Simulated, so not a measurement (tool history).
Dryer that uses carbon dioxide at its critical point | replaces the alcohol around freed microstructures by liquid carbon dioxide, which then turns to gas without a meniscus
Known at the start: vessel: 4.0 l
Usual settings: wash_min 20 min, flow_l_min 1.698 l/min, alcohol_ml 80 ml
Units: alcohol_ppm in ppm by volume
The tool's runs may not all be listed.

{"run": 1, "hour": 0.0, "wash_min": 20, "flow_l_min": 1.698, "alcohol_ml": 80, "alcohol_ppm": 88}
{"run": 2, "hour": 41.7, "wash_min": 20, "flow_l_min": 1.698, "alcohol_ml": 80, "alcohol_ppm": 84}
{"run": 3, "hour": 76.1, "wash_min": 20, "flow_l_min": 1.698, "alcohol_ml": 80, "alcohol_ppm": 90}
{"hour": 96.1, "done": "inlet filter changed"}
{"run": 4, "hour": 111.4, "wash_min": 20, "flow_l_min": 1.698, "alcohol_ml": 80, "alcohol_ppm": 81}
{"run": 5, "hour": 135.2, "wash_min": 20, "flow_l_min": 1.698, "alcohol_ml": 106, "alcohol_ppm": 96}
{"run": 6, "hour": 170.4, "wash_min": 20, "flow_l_min": 1.698, "alcohol_ml": 64, "alcohol_ppm": 78}
{"run": 7, "hour": 202.8, "wash_min": 20, "flow_l_min": 1.698, "alcohol_ml": 64, "alcohol_ppm": 91}
{"run": 8, "hour": 244.7, "wash_min": 20, "flow_l_min": 1.698, "alcohol_ml": 64, "alcohol_ppm": 89}
{"run": 9, "hour": 266.3, "wash_min": 20, "flow_l_min": 2.45, "alcohol_ml": 80, "alcohol_ppm": 93}
{"run": 10, "hour": 311.1, "wash_min": 20, "flow_l_min": 1.698, "alcohol_ml": 28, "alcohol_ppm": 98}
{"run": 11, "hour": 355.8, "wash_min": 15, "flow_l_min": 1.698, "alcohol_ml": 80, "alcohol_ppm": 176}
{"run": 12, "hour": 383.3, "wash_min": 19, "flow_l_min": 1.698, "alcohol_ml": 80, "alcohol_ppm": 117}
{"run": 13, "hour": 416.6, "wash_min": 19, "flow_l_min": 1.53, "alcohol_ml": 80, "alcohol_ppm": 143}
{"run": 14, "hour": 454.0, "wash_min": 19, "flow_l_min": 1.53, "alcohol_ml": 80, "alcohol_ppm": 157}
{"run": 15, "hour": 484.4, "wash_min": 25, "flow_l_min": 1.53, "alcohol_ml": 80, "alcohol_ppm": 113}
{"hour": 510.7, "done": "inlet filter changed"}
{"hour": 519.6, "done": "purifier's bed changed"}
{"run": 16, "hour": 523.1, "wash_min": 25, "flow_l_min": 1.53, "alcohol_ml": 80, "alcohol_ppm": 9}
{"run": 17, "hour": 544.8, "wash_min": 25, "flow_l_min": 1.53, "alcohol_ml": 80, "alcohol_ppm": 17}
{"run": 18, "hour": 584.5, "wash_min": 25, "flow_l_min": 1.53, "alcohol_ml": 80, "alcohol_ppm": 19}
{"run": 19, "hour": 618.7, "wash_min": 20, "flow_l_min": 1.698, "alcohol_ml": 28, "alcohol_ppm": 17}
{"run": 20, "hour": 662.4, "wash_min": 20, "flow_l_min": 2.67, "alcohol_ml": 28, "alcohol_ppm": 19}
{"run": 21, "hour": 706.5, "wash_min": 22, "flow_l_min": 1.698, "alcohol_ml": 80, "alcohol_ppm": 26}
{"run": 22, "hour": 746.9, "wash_min": 22, "flow_l_min": 1.698, "alcohol_ml": 80, "alcohol_ppm": 30}
{"run": 23, "hour": 776.8, "wash_min": 20, "flow_l_min": 1.698, "alcohol_ml": 80, "alcohol_ppm": 45}
{"run": 24, "hour": 799.2, "wash_min": 20, "flow_l_min": 1.698, "alcohol_ml": 80, "alcohol_ppm": 41}
{"run": 25, "hour": 823.5, "wash_min": 20, "flow_l_min": 1.21, "alcohol_ml": 51, "alcohol_ppm": 107}
{"run": 26, "hour": 847.0, "wash_min": 25, "flow_l_min": 1.04, "alcohol_ml": 108, "alcohol_ppm": 144}
{"run": 27, "hour": 869.3, "wash_min": 25, "flow_l_min": 1.04, "alcohol_ml": 108, "alcohol_ppm": 150}
{"run": 28, "hour": 902.9, "wash_min": 20, "flow_l_min": 1.62, "alcohol_ml": 80, "alcohol_ppm": 65}
{"hour": 927.9, "done": "inlet filter changed"}
{"run": 29, "hour": 941.2, "wash_min": 29, "flow_l_min": 1.15, "alcohol_ml": 89, "alcohol_ppm": 53}
{"run": 30, "hour": 975.2, "wash_min": 16, "flow_l_min": 1.18, "alcohol_ml": 44, "alcohol_ppm": 189}
{"run": 31, "hour": 1013.5, "wash_min": 20, "flow_l_min": 1.35, "alcohol_ml": 73, "alcohol_ppm": 92}
{"run": 32, "hour": 1036.7, "wash_min": 29, "flow_l_min": 2.17, "alcohol_ml": 27, "alcohol_ppm": 52}
{"run": 33, "hour": 1079.7, "wash_min": 20, "flow_l_min": 1.35, "alcohol_ml": 35, "alcohol_ppm": 69}
{"run": 34, "hour": 1119.8, "wash_min": 22, "flow_l_min": 1.41, "alcohol_ml": 35, "alcohol_ppm": 73}
{"run": 35, "hour": 1139.5, "wash_min": 23, "flow_l_min": 1.42, "alcohol_ml": 21, "alcohol_ppm": 68}
{"run": 36, "hour": 1167.4, "wash_min": 20, "flow_l_min": 2.65, "alcohol_ml": 80, "alcohol_ppm": 61}
{"run": 37, "hour": 1211.5, "wash_min": 22, "flow_l_min": 2.82, "alcohol_ml": 35, "alcohol_ppm": 64}
{"run": 38, "hour": 1237.2, "wash_min": 24, "flow_l_min": 1.17, "alcohol_ml": 96, "alcohol_ppm": 126}
{"run": 39, "hour": 1256.5, "wash_min": 24, "flow_l_min": 1.17, "alcohol_ml": 96, "alcohol_ppm": 123}
{"run": 40, "hour": 1297.0, "wash_min": 16, "flow_l_min": 2.4, "alcohol_ml": 35, "alcohol_ppm": 81}
{"hour": 1341.5, "done": "inlet filter changed"}
{"run": 41, "hour": 1341.5, "wash_min": 16, "flow_l_min": 2.4, "alcohol_ml": 33, "alcohol_ppm": 85}
{"run": 42, "hour": 1360.9, "wash_min": 16, "flow_l_min": 2.4, "alcohol_ml": 33, "alcohol_ppm": 87}
{"run": 43, "hour": 1382.6, "wash_min": 16, "flow_l_min": 2.4, "alcohol_ml": 33, "alcohol_ppm": 83}
{"run": 44, "hour": 1426.4, "wash_min": 20, "flow_l_min": 2.62, "alcohol_ml": 35, "alcohol_ppm": 85}
{"run": 45, "hour": 1459.2, "wash_min": 20, "flow_l_min": 2.62, "alcohol_ml": 35, "alcohol_ppm": 88}
{"run": 46, "hour": 1494.3, "wash_min": 31, "flow_l_min": 1.1, "alcohol_ml": 51, "alcohol_ppm": 91}
{"run": 47, "hour": 1517.3, "wash_min": 26, "flow_l_min": 1.67, "alcohol_ml": 80, "alcohol_ppm": 105}
{"run": 48, "hour": 1557.9, "wash_min": 20, "flow_l_min": 1.37, "alcohol_ml": 110, "alcohol_ppm": 164}

Forecast each of these 3 alternatives for the next run:
{"run": "A", "hour": 1598.1, "wash_min": 29, "flow_l_min": 1.4, "alcohol_ml": 76, "alcohol_ppm": "?"}
{"run": "B", "hour": 1598.1, "wash_min": 20, "flow_l_min": 1.64, "alcohol_ml": 32, "alcohol_ppm": "?"}
{"run": "C", "hour": 1598.1, "wash_min": 20, "flow_l_min": 1.64, "alcohol_ml": 80, "alcohol_ppm": "?"}

run=A alcohol_ppm=102
run=B alcohol_ppm=110
run=C alcohol_ppm=112
Without the tool's hidden state the same runs would have given:
run=A alcohol_ppm=4
run=B alcohol_ppm=11
run=C alcohol_ppm=11
